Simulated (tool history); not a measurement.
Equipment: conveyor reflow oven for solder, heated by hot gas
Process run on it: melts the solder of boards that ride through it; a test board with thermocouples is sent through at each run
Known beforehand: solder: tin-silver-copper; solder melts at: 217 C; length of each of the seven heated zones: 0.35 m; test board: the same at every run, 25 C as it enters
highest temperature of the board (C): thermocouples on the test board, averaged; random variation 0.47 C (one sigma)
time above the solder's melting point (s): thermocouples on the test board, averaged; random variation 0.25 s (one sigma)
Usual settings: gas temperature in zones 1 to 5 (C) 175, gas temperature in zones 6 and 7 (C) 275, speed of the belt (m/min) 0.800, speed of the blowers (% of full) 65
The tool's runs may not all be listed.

run	day	gas temperature in zones 1 to 5 (C)	gas temperature in zones 6 and 7 (C)	speed of the belt (m/min)	speed of the blowers (% of full)	highest temperature of the board (C)	time above the solder's melting point (s)
1	0.000	175	275	0.800	65	253.5	40.1
2	0.454	175	275	0.800	65	253.0	39.9
3	1.029	175	275	0.800	65	254.0	39.6
4	1.329	175	290	0.800	65	267.1	45.3
5	1.642	175	290	0.800	65	266.5	44.9
6	2.158	175	275	0.800	65	253.3	39.8
7	2.592	175	275	0.800	65	254.5	39.3
8	3.079	175	275	0.800	74	254.2	40.6
# day 3.333: flux residue cleaned out of gas plates and filters
9	3.662	175	275	0.800	65	252.0	39.1
10	4.046	175	275	0.800	65	253.1	39.2
11	4.604	169	264	0.800	51	238.6	28.1
12	4.938	175	275	0.770	53	250.8	39.4
13	5.521	175	275	0.770	53	251.1	39.8
14	5.800	167	275	0.936	65	244.5	25.6
# day 6.471: flux residue cleaned out of gas plates and filters, once more
15	6.546	181	269	0.838	81	250.4	38.9
16	7.079	175	275	0.686	65	258.7	49.8
17	7.375	175	275	0.686	65	258.8	50.1
18	7.750	177	275	0.686	65	259.1	50.5
19	8.046	178	268	0.686	65	252.6	47.9
20	8.462	175	275	0.757	58	254.6	42.1

Forecast each of these 3 alternatives for the next run:
A	8.829	174	266	0.842	65	?	?
B	8.829	179	275	0.737	65	?	?
C	8.829	174	285	0.757	84	?	?

run	highest temperature of the board (C)	time above the solder's melting point (s)
A	243.2	31.9
B	256.7	46.4
C	267.4	48.0
Had the tool no hidden state, the same runs would have come out as:
run	highest temperature of the board (C)	time above the solder's melting point (s)
A	245.5	33.1
B	259.1	47.0
C	270.0	48.5

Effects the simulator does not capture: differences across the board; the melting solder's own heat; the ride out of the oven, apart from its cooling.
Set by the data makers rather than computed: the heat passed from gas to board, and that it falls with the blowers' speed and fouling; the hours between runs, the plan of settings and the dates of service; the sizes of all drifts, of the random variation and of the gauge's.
